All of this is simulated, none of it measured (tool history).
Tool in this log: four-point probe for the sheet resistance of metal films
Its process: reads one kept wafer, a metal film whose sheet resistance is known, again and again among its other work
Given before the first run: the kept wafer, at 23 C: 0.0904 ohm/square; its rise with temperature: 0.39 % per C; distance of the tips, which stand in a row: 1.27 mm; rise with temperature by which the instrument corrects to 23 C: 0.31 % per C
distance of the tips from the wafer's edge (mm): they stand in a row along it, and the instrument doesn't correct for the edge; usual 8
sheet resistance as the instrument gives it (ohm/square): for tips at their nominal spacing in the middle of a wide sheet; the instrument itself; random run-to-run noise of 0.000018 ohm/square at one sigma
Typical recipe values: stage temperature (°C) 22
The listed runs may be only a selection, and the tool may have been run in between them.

| run | hour | stage temperature (°C) | distance of the tips from the wafer's edge (mm) | sheet resistance as the instrument gives it (ohm/square) |
|---|---|---|---|---|
| 1 | 0.0 | 22 | 8 | 0.090851 |
| 2 | 14.9 | 25 | 8 | 0.091080 |
| 3 | 29.3 | 25 | 8 | 0.091039 |
| 4 | 50.3 | 25 | 8 | 0.091002 |
| 5 | 60.5 | 20 | 8 | 0.090707 |
| 6 | 77.9 | 20 | 8 | 0.090668 |
| 7 | 87.4 | 29 | 8 | 0.091329 |
| 8 | 98.7 | 30 | 8 | 0.091369 |
| 9 | 110.8 | 22 | 19 | 0.089830 |
| 10 | 122.4 | 22 | 19 | 0.089859 |
| 11 | 143.0 | 22 | 19 | 0.089838 |
| 12 | 162.2 | 22 | 19 | 0.089831 |
| 13 | 183.9 | 32 | 8 | 0.091484 |
| 14 | 196.7 | 19 | 8 | 0.090580 |
| 15 | 208.7 | 19 | 8 | 0.090576 |
| 16 | 227.2 | 19 | 8 | 0.090559 |
| 17 | 249.0 | 19 | 8 | 0.090586 |
| 18 | 263.1 | 19 | 8 | 0.090578 |
| 19 | 284.6 | 33 | 24 | 0.090448 |
| 20 | 293.7 | 28 | 24 | 0.090112 |
| 21 | 310.7 | 28 | 8 | 0.091233 |
| 22 | 321.6 | 18 | 7 | 0.090855 |
| 23 | 342.0 | 32 | 4 | 0.094847 |

For run 24, what comes out?
| 24 | 360.0 | 28 | 7 | ? |

Run 24 yielded sheet resistance as the instrument gives it (ohm/square) 0.091511.
On a tool with no hidden condition, and with the same random variation, this run would have come out at sheet resistance as the instrument gives it (ohm/square) 0.092293.
